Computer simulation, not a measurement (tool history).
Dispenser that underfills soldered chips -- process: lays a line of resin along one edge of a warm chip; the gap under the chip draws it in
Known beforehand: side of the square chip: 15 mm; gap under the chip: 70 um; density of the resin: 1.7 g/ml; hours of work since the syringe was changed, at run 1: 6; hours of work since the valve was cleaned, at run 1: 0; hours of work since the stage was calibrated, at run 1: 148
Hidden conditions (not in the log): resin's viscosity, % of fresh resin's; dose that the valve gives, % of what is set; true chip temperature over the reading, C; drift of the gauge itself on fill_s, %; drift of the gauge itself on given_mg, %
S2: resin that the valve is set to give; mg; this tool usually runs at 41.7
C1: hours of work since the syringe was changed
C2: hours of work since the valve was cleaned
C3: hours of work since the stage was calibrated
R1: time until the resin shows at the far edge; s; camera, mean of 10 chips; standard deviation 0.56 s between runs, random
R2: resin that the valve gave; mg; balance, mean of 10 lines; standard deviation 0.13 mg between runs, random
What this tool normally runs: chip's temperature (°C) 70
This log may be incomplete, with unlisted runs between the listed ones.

{"run": 1, "hour": 0.0, "chip's temperature (°C)": 70, "S2": 41.7, "C1": 6, "C2": 0, "C3": 148, "R1": 72.8, "R2": 41.73}
{"run": 2, "hour": 3.9, "chip's temperature (°C)": 68, "S2": 41.7, "C1": 8, "C2": 2, "C3": 150, "R1": 95.3, "R2": 41.8}
{"hour": 7.8, "done": "new syringe of resin"}
{"run": 3, "hour": 9.1, "chip's temperature (°C)": 70, "S2": 53.1, "C1": 1, "C2": 5, "C3": 153, "R1": 49.4, "R2": 53.01}
{"run": 4, "hour": 16.3, "chip's temperature (°C)": 82, "S2": 41.7, "C1": 5, "C2": 10, "C3": 158, "R1": 46.9, "R2": 41.4}
{"hour": 24.2, "done": "new syringe of resin"}
{"run": 5, "hour": 24.2, "chip's temperature (°C)": 82, "S2": 41.7, "C1": 0, "C2": 15, "C3": 163, "R1": 31.2, "R2": 41.31}
{"run": 6, "hour": 30.4, "chip's temperature (°C)": 70, "S2": 41.7, "C1": 4, "C2": 19, "C3": 167, "R1": 63.6, "R2": 41.04}
{"run": 7, "hour": 35.7, "chip's temperature (°C)": 60, "S2": 41.5, "C1": 7, "C2": 22, "C3": 170, "R1": 117.5, "R2": 40.77}
{"hour": 40.9, "done": "new syringe of resin"}
{"run": 8, "hour": 43.0, "chip's temperature (°C)": 77, "S2": 43.3, "C1": 1, "C2": 26, "C3": 174, "R1": 40.1, "R2": 42.58}
{"run": 9, "hour": 50.6, "chip's temperature (°C)": 77, "S2": 43.3, "C1": 6, "C2": 31, "C3": 179, "R1": 58.9, "R2": 42.4}
{"run": 10, "hour": 56.7, "chip's temperature (°C)": 72, "S2": 47.1, "C1": 10, "C2": 35, "C3": 183, "R1": 94.8, "R2": 46}
{"hour": 57.7, "done": "new syringe of resin"}
{"run": 11, "hour": 61.3, "chip's temperature (°C)": 56, "S2": 37.4, "C1": 2, "C2": 38, "C3": 186, "R1": 95.4, "R2": 36.47}
{"run": 12, "hour": 66.2, "chip's temperature (°C)": 70, "S2": 46.6, "C1": 5, "C2": 41, "C3": 189, "R1": 70.1, "R2": 45.22}

Forecast each of these 4 alternatives for the next run:
{"run": "A", "hour": 71.3, "chip's temperature (°C)": 66, "S2": 53.8, "C1": 9, "C2": 44, "C3": 192, "R1": "?", "R2": "?"}
{"run": "B", "hour": 71.3, "chip's temperature (°C)": 60, "S2": 39.6, "C1": 9, "C2": 44, "C3": 192, "R1": "?", "R2": "?"}
{"run": "C", "hour": 71.3, "chip's temperature (°C)": 56, "S2": 41.6, "C1": 9, "C2": 44, "C3": 192, "R1": "?", "R2": "?"}
{"run": "D", "hour": 71.3, "chip's temperature (°C)": 68, "S2": 39.6, "C1": 9, "C2": 44, "C3": 192, "R1": "?", "R2": "?"}

run=A R1=100.5 R2=52.13
run=B R1=130.6 R2=38.3
run=C R1=150.2 R2=40.45
run=D R1=96.8 R2=38.48
Without the tool's unlogged condition, the same runs would have read:
run=A R1=53.4 R2=53.78
run=B R1=69.2 R2=39.51
run=C R1=79.7 R2=41.73
run=D R1=51.5 R2=39.7

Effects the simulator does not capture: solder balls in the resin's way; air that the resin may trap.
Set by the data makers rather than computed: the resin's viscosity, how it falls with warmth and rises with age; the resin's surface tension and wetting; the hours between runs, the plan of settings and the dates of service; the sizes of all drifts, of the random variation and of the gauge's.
